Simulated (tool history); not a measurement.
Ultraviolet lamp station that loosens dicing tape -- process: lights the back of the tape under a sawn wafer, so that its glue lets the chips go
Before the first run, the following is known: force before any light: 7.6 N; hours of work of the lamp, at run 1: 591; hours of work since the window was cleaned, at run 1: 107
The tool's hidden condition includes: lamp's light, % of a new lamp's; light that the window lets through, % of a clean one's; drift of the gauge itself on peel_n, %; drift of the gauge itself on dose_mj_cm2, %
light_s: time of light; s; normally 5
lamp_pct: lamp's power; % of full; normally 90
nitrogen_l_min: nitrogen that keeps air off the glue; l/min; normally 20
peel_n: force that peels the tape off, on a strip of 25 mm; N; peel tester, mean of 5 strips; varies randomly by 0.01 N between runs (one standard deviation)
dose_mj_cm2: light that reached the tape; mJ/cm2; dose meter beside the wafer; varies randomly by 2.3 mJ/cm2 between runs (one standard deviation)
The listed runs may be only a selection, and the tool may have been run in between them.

| run | hour | light_s | lamp_pct | nitrogen_l_min | hours of work of the lamp | hours of work since the window was cleaned | peel_n | dose_mj_cm2 |
|---|---|---|---|---|---|---|---|---|
| 1 | 0 | 5 | 90 | 20 | 591 | 107 | 0.475 | 242 |
| 2 | 59.3 | 5 | 90 | 12 | 635 | 150 | 0.584 | 242 |
| 3 | 90.8 | 5 | 90 | 12 | 658 | 174 | 0.565 | 241 |
| 4 | 126.5 | 5 | 90 | 12 | 684 | 200 | 0.572 | 241 |
| 5 | 165.4 | 5 | 65 | 12 | 713 | 228 | 1.125 | 176 |
| 6 | 232.9 | 5 | 90 | 20 | 762 | 278 | 0.458 | 241 |
| 7 | 299 | 5 | 90 | 7 | 811 | 327 | 0.785 | 239 |
| 8 | 342.2 | 5 | 90 | 7 | 843 | 359 | 0.729 | 246 |
| 9 | 393.5 | 5 | 90 | 7 | 880 | 396 | 0.762 | 236 |
| 10 | 431.8 | 5 | 90 | 7 | 909 | 424 | 0.774 | 239 |
| 11 | 499.2 | 5 | 90 | 36 | 958 | 474 | 0.398 | 243 |
|  | 520 | window cleaned of glue's vapour |
| 12 | 566.2 | 7 | 90 | 36 | 1007 | 34 | 0.176 | 343 |
|  | 600.8 | lamp changed |
| 13 | 631.2 | 7 | 90 | 36 | 22 | 81 | 0.191 | 344 |
| 14 | 661.1 | 5 | 90 | 22 | 44 | 103 | 0.443 | 239 |
| 15 | 708.2 | 2 | 90 | 10 | 79 | 138 | 2.677 | 99 |
| 16 | 764 | 6 | 81 | 17 | 120 | 179 | 0.412 | 259 |
| 17 | 813.1 | 5 | 68 | 32 | 156 | 215 | 0.754 | 183 |
| 18 | 861.6 | 5 | 65 | 20 | 192 | 251 | 0.906 | 172 |
| 19 | 929.6 | 6 | 69 | 19 | 242 | 301 | 0.583 | 228 |
| 20 | 993.5 | 8 | 86 | 17 | 289 | 348 | 0.197 | 368 |

Run 21 comes next. What will it give?
| 21 | 1058.7 | 8 | 86 | 17 | 337 | 396 | ? | ? |

Logged for run 21: peel_n 0.195 N, dose_mj_cm2 369 mJ/cm2.
With no hidden state in the tool, this same run would have given peel_n 0.195 N, dose_mj_cm2 370 mJ/cm2.

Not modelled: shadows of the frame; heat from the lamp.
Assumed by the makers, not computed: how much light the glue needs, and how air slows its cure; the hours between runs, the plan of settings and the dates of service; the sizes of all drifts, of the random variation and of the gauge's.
